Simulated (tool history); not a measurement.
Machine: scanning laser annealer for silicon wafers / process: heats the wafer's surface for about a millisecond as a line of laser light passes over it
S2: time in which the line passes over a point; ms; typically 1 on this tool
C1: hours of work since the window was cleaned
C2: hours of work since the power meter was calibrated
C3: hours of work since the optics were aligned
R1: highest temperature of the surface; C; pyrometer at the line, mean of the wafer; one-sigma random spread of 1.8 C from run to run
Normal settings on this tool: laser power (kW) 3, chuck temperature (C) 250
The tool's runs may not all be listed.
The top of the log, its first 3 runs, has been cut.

Run 4, hour 59.5: usual settings; C1 293; C2 217; C3 177. Result: R1 1001 C.
Run 5, hour 72.8: usual settings; C1 303; C2 227; C3 187. Result: R1 1002 C.
Run 6, hour 88.7: usual settings but laser power (kW) 3.253; C1 315; C2 239; C3 199. Result: R1 1070 C.
Run 7, hour 105.6: usual settings but laser power (kW) 3.253; C1 328; C2 252; C3 212. Result: R1 1066 C.
Run 8, hour 120.5: usual settings; C1 339; C2 263; C3 223. Result: R1 999 C.
Run 9, hour 142.5: usual settings; C1 356; C2 280; C3 240. Result: R1 996 C.
At hour 158.2: window over the wafer cleaned.
Run 10, hour 162: usual settings; C1 3; C2 293; C3 253. Result: R1 973 C.
Run 11, hour 183.5: usual settings; C1 19; C2 309; C3 269. Result: R1 963 C.
Run 12, hour 197.3: usual settings but S2 0.71 ms; C1 30; C2 320; C3 280. Result: R1 838 C.
At hour 214.4: window over the wafer cleaned, once more.
Run 13, hour 216.9: usual settings but S2 0.71 ms; C1 2; C2 333; C3 293. Result: R1 895 C.
Run 14, hour 232.9: usual settings but S2 0.71 ms; C1 14; C2 345; C3 305. Result: R1 896 C.
Run 15, hour 249: usual settings but laser power (kW) 2.875; C1 26; C2 357; C3 317. Result: R1 996 C.
Run 16, hour 266.6: usual settings but chuck temperature (C) 261; C1 39; C2 371; C3 331. Result: R1 1045 C.
Run 17, hour 280.8: usual settings but chuck temperature (C) 261; C1 50; C2 381; C3 341. Result: R1 1042 C.
Run 18, hour 293.7: usual settings but chuck temperature (C) 261; C1 60; C2 391; C3 351. Result: R1 1042 C.
Run 19, hour 312.2: usual settings but S2 0.92 ms, chuck temperature (C) 261; C1 74; C2 405; C3 365. Result: R1 1001 C.
Run 20, hour 323.1: usual settings but S2 0.92 ms, chuck temperature (C) 261; C1 82; C2 413; C3 373. Result: R1 1006 C.

Expected results for the next run?
Run 21, hour 339.3: usual settings but S2 0.92 ms, chuck temperature (C) 261; C1 94; C2 426; C3 385. Result: R1 ?.

Run 21 yielded R1 1001 C.
Were there no unlogged condition in the tool, this run, its random variation unchanged, would have produced R1 1014 C.
